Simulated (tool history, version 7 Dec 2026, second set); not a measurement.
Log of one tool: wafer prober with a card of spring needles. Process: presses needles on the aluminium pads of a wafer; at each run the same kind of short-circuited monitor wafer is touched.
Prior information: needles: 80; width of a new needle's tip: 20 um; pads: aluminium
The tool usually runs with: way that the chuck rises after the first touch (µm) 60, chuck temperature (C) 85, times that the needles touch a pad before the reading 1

run	day	way that the chuck rises after the first touch (µm)	chuck temperature (C)	times that the needles touch a pad before the reading	resistance of one needle with its contact and lead (mohm)	way that a needle slides on the pad (µm)
1	0.000	60	85	1	204	10.73
# day 0.575: tips cleaned on abrasive film
# day 1.129: tips cleaned on abrasive film
2	1.533	60	85	1	247	10.67
# day 1.646: tips cleaned on abrasive film
# day 2.150: tips cleaned on abrasive film
3	2.367	60	85	1	237	10.64
# day 2.650: tips cleaned on abrasive film
# day 3.167: tips cleaned on abrasive film
4	3.346	60	85	1	230	10.60
# day 3.696: tips cleaned on abrasive film
# day 4.225: tips cleaned on abrasive film
# day 4.767: tips cleaned on abrasive film
5	5.121	60	85	2	227	10.63
# day 5.279: tips cleaned on abrasive film
# day 5.854: tips cleaned on abrasive film
6	6.083	60	85	2	223	10.60
# day 6.450: tips cleaned on abrasive film
# day 6.975: tips cleaned on abrasive film
# day 7.112: height of the first contact set anew
7	7.304	60	85	1	242	10.84
# day 7.596: tips cleaned on abrasive film
# day 8.196: tips cleaned on abrasive film
# day 8.721: tips cleaned on abrasive film
8	8.767	60	85	1	217	10.79
# day 9.250: tips cleaned on abrasive film
# day 9.871: tips cleaned on abrasive film
# day 10.471: tips cleaned on abrasive film
9	10.529	60	85	1	220	10.80
# day 11.033: tips cleaned on abrasive film
10	11.321	47	85	1	269	8.41
# day 11.567: tips cleaned on abrasive film
# day 12.162: tips cleaned on abrasive film
11	12.442	44	85	1	282	7.84
# day 12.675: tips cleaned on abrasive film
# day 13.254: tips cleaned on abrasive film
# day 13.842: tips cleaned on abrasive film
12	14.138	55	85	1	258	9.83
# day 14.362: tips cleaned on abrasive film
# day 14.904: tips cleaned on abrasive film
# day 15.508: tips cleaned on abrasive film
13	15.654	55	85	1	235	9.78
# day 16.008: tips cleaned on abrasive film
# day 16.533: tips cleaned on abrasive film
14	16.533	55	85	1	207	9.73
# day 17.054: tips cleaned on abrasive film
# day 17.658: tips cleaned on abrasive film
# day 18.192: tips cleaned on abrasive film
15	18.204	60	85	1	203	10.61
# day 18.758: tips cleaned on abrasive film
16	19.242	60	37	1	245	10.62
# day 19.329: tips cleaned on abrasive film
# day 19.904: tips cleaned on abrasive film
# day 20.458: tips cleaned on abrasive film
17	20.538	52	50	1	226	9.17
# day 20.962: tips cleaned on abrasive film
# day 21.096: height of the first contact set anew
# day 21.538: tips cleaned on abrasive film
18	21.738	52	50	1	245	9.39
# day 22.075: tips cleaned on abrasive film
# day 22.633: tips cleaned on abrasive film
19	22.683	66	50	1	202	11.85
# day 23.200: tips cleaned on abrasive film
# day 23.717: tips cleaned on abrasive film
# day 24.225: tips cleaned on abrasive film
20	24.375	44	33	1	246	7.86
# day 24.788: tips cleaned on abrasive film
# day 25.404: tips cleaned on abrasive film
21	25.779	61	71	1	248	10.93
# day 25.967: tips cleaned on abrasive film
# day 26.521: tips cleaned on abrasive film
# day 27.079: tips cleaned on abrasive film
22	27.550	50	65	2	240	8.90
# day 27.642: tips cleaned on abrasive film
# day 28.212: tips cleaned on abrasive film
23	28.279	50	65	2	217	8.89
# day 28.721: tips cleaned on abrasive film
# day 29.258: tips cleaned on abrasive film
24	29.733	61	27	2	221	10.88
# day 29.862: tips cleaned on abrasive film
# day 30.438: tips cleaned on abrasive film
25	30.562	41	75	3	231	7.27
# day 30.946: tips cleaned on abrasive film
# day 31.504: tips cleaned on abrasive film
# day 32.083: tips cleaned on abrasive film
26	32.217	56	94	2	227	9.91
# day 32.662: tips cleaned on abrasive film
# day 33.233: tips cleaned on abrasive film
27	33.400	60	31	2	212	10.65
# day 33.746: tips cleaned on abrasive film
# day 34.267: tips cleaned on abrasive film
28	34.404	74	78	2	207	13.12

Each row is a separate what-if for the run after 28, all from the same tool condition, not one after another. Results?
# day 34.862: tips cleaned on abrasive film
# day 35.125: height of the first contact set anew
# day 35.454: tips cleaned on abrasive film
# day 35.992: tips cleaned on abrasive film
A	36.004	55	85	3	?	?
# day 34.862: tips cleaned on abrasive film
# day 35.125: height of the first contact set anew
# day 35.454: tips cleaned on abrasive film
# day 35.992: tips cleaned on abrasive film
B	36.004	54	45	2	?	?
# day 34.862: tips cleaned on abrasive film
# day 35.125: height of the first contact set anew
# day 35.454: tips cleaned on abrasive film
# day 35.992: tips cleaned on abrasive film
C	36.004	60	59	1	?	?

run	resistance of one needle with its contact and lead (mohm)	way that a needle slides on the pad (µm)
A	204	9.90
B	199	9.70
C	204	10.79
Had the tool no hidden state, the same runs would have come out as:
run	resistance of one needle with its contact and lead (mohm)	way that a needle slides on the pad (µm)
A	199	9.92
B	192	9.72
C	195	10.81
